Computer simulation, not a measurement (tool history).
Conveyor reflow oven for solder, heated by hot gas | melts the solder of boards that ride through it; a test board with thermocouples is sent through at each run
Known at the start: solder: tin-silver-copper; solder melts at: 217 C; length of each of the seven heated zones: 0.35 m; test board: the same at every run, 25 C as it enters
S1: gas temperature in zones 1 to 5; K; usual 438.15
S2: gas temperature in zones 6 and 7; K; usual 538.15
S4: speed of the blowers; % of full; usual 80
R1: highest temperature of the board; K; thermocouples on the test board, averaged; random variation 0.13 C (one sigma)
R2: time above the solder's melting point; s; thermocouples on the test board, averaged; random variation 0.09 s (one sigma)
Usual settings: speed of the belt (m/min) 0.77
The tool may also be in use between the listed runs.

Run 1, hour 0: usual settings. Result: R1 522.85 K, R2 37.29 s.
Run 2, hour 26.3: usual settings. Result: R1 522.75 K, R2 37.38 s.
Run 3, hour 45.8: usual settings. Result: R1 522.85 K, R2 37.21 s.
Run 4, hour 66.1: usual settings. Result: R1 522.85 K, R2 37.39 s.
Run 5, hour 92.1: usual settings. Result: R1 522.55 K, R2 37.23 s.
Run 6, hour 108.5: usual settings. Result: R1 522.85 K, R2 37.34 s.
Run 7, hour 120.8: usual settings. Result: R1 522.65 K, R2 37.16 s.
Run 8, hour 139.4: usual settings. Result: R1 522.65 K, R2 37.27 s.
Run 9, hour 164: usual settings. Result: R1 522.75 K, R2 37.22 s.
At hour 179.8: flux residue cleaned out of gas plates and filters.
Run 10, hour 185: usual settings but S1 427.15 K. Result: R1 521.95 K, R2 34.5 s.
Run 11, hour 200: usual settings but S1 427.15 K. Result: R1 521.75 K, R2 34.59 s.
Run 12, hour 226.9: usual settings but S1 427.15 K. Result: R1 521.85 K, R2 34.62 s.
Run 13, hour 245.3: usual settings but S1 427.15 K. Result: R1 521.95 K, R2 34.49 s.
Run 14, hour 264.5: usual settings. Result: R1 523.45 K, R2 37.92 s.
Run 15, hour 282.2: usual settings. Result: R1 523.45 K, R2 37.7 s.
Run 16, hour 301.1: usual settings but S1 446.15 K, speed of the belt (m/min) 0.741. Result: R1 525.85 K, R2 42.98 s.
Run 17, hour 320.8: usual settings but S1 441.15 K, speed of the belt (m/min) 0.741. Result: R1 525.25 K, R2 41.24 s.
Run 18, hour 337: usual settings but S2 544.15 K, speed of the belt (m/min) 0.678. Result: R1 532.85 K, R2 48.77 s.
Run 19, hour 354.7: usual settings but S1 441.15 K, S2 548.15 K, speed of the belt (m/min) 0.822, S4 57 % of full. Result: R1 523.55 K, R2 34.84 s.
Run 20, hour 371.2: usual settings but S2 543.15 K, speed of the belt (m/min) 0.63, S4 68 % of full. Result: R1 531.85 K, R2 52.03 s.
Run 21, hour 383.7: usual settings but S4 55 % of full. Result: R1 516.95 K, R2 32.38 s.
At hour 403.8: flux residue cleaned out of gas plates and filters.
Run 22, hour 408: usual settings but S2 531.15 K, S4 57 % of full. Result: R1 512.45 K, R2 29.56 s.
Run 23, hour 422.2: usual settings but S2 542.15 K, speed of the belt (m/min) 0.83, S4 57 % of full. Result: R1 518.25 K, R2 30.82 s.
Run 24, hour 447.1: usual settings but S2 542.15 K, speed of the belt (m/min) 0.876, S4 57 % of full. Result: R1 516.15 K, R2 27.28 s.
Run 25, hour 462.3: usual settings but S1 448.15 K, S2 527.15 K, speed of the belt (m/min) 0.86, S4 55 % of full. Result: R1 506.75 K, R2 23.07 s.
Run 26, hour 482.6: usual settings but S1 448.15 K, S2 527.15 K, speed of the belt (m/min) 0.86, S4 55 % of full. Result: R1 506.65 K, R2 23.06 s.
Run 27, hour 510.7: usual settings but S1 448.15 K, S2 527.15 K, speed of the belt (m/min) 0.86, S4 55 % of full. Result: R1 506.65 K, R2 23.02 s.
Run 28, hour 522.8: usual settings but S1 448.15 K, S2 527.15 K, speed of the belt (m/min) 0.86, S4 55 % of full. Result: R1 506.85 K, R2 23.12 s.
Run 29, hour 547.4: usual settings but S1 448.15 K, S2 527.15 K, speed of the belt (m/min) 0.86, S4 55 % of full. Result: R1 506.75 K, R2 23.03 s.
Run 30, hour 562.1: usual settings but S1 442.15 K, speed of the belt (m/min) 0.882, S4 74 % of full. Result: R1 518.45 K, R2 30.26 s.

5 ways to go on from here, each from the tool as it stands after run 30. What would each give?
Run A, hour 588.3: usual settings but S1 425.15 K, speed of the belt (m/min) 0.892, S4 74 % of full. Result: R1 ?, R2 ?.
Run B, hour 588.3: usual settings but S1 442.15 K, speed of the belt (m/min) 0.875, S4 62 % of full. Result: R1 ?, R2 ?.
Run C, hour 588.3: usual settings but S1 437.15 K, speed of the belt (m/min) 0.65, S4 57 % of full. Result: R1 ?, R2 ?.
Run D, hour 588.3: usual settings but S1 442.15 K, speed of the belt (m/min) 0.82, S4 87 % of full. Result: R1 ?, R2 ?.
Run E, hour 588.3: usual settings but S1 424.15 K, S2 539.15 K, speed of the belt (m/min) 0.733, S4 74 % of full. Result: R1 ?, R2 ?.

run      R1     R2
  A  514.05  24.12
  B  515.25  28.07
  C  523.75   45.1
  D  523.65  36.57
  E  522.85  36.61
Without the tool's hidden state the same runs would have given:
run      R1     R2
  A  512.25  22.72
  B  513.35  26.54
  C  521.45  43.18
  D  521.65  35.22
  E  520.65  35.03

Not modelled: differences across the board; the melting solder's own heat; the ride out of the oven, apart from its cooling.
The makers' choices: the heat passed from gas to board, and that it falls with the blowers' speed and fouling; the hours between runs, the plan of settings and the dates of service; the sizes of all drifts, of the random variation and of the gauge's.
